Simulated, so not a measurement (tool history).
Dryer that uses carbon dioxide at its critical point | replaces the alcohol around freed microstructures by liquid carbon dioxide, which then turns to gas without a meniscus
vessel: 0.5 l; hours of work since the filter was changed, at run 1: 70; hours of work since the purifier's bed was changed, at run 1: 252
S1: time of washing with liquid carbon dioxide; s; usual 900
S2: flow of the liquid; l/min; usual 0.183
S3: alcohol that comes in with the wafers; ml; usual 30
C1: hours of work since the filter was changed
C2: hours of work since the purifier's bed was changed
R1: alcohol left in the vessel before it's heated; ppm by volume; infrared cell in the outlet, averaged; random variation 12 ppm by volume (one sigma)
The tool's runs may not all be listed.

run    day    S1     S2  S3   C1   C2    R1
  1  0.000   900  0.183  30   70  252   863
  2  0.308   900  0.183  30   75  257   880
  3  0.558   780  0.183  30   79  261  1531
  4  0.800   780  0.183  30   82  264  1558
  5  1.067   900  0.150  30   87  269  1918
  6  1.258   900  0.150  48   90  272  3018
  7  1.575   900  0.183  30   95  277   890
  8  1.946  1140  0.183  30  101  283   310
  9  2.192  1140  0.183  30  104  287   312
 10  2.438   720  0.183  30  108  290  2162
 11  2.692   720  0.183  30  112  294  2120
 12  2.900   720  0.183  30  116  298  2108
 13  3.338   540  0.183  30  123  305  4779
 14  3.658   900  0.183  30  128  310   951
 15  3.921   900  0.183  33  132  314  1053
 16  4.350   840  0.183  33  139  321  1367
 17  4.671   840  0.183  33  144  326  1358
 18  4.942   900  0.124  46  148  330  5628
 19  5.333   900  0.124  46  154  336  5661
 20  5.525   720  0.192  65  157  339  3949
 21  5.917   600  0.183  70  164  346  8957
 22  6.267   900  0.227  62  169  351   785
 23  6.583  1140  0.128  30  174  356  1635
 24  7.021   600  0.149  30  181  363  6532
 25  7.221   840  0.183  30  184  366  1346
 26  7.596   900  0.175  73  190  372  2950
 27  8.008   720  0.186  30  197  379  2281

Forecast each of these 5 alternatives for the next run:
  A  8.325   840  0.113  50  202  384   ?
  B  8.325  1260  0.183  30  202  384   ?
  C  8.325   900  0.183  30  202  384   ?
  D  8.325   900  0.186  22  202  384   ?
  E  8.325   720  0.266  30  202  384   ?

run    R1
  A  9845
  B   230
  C  1060
  D   745
  E   549
Without the tool's hidden state the same runs would have given:
run    R1
  A  8058
  B   127
  C   734
  D   508
  E   351

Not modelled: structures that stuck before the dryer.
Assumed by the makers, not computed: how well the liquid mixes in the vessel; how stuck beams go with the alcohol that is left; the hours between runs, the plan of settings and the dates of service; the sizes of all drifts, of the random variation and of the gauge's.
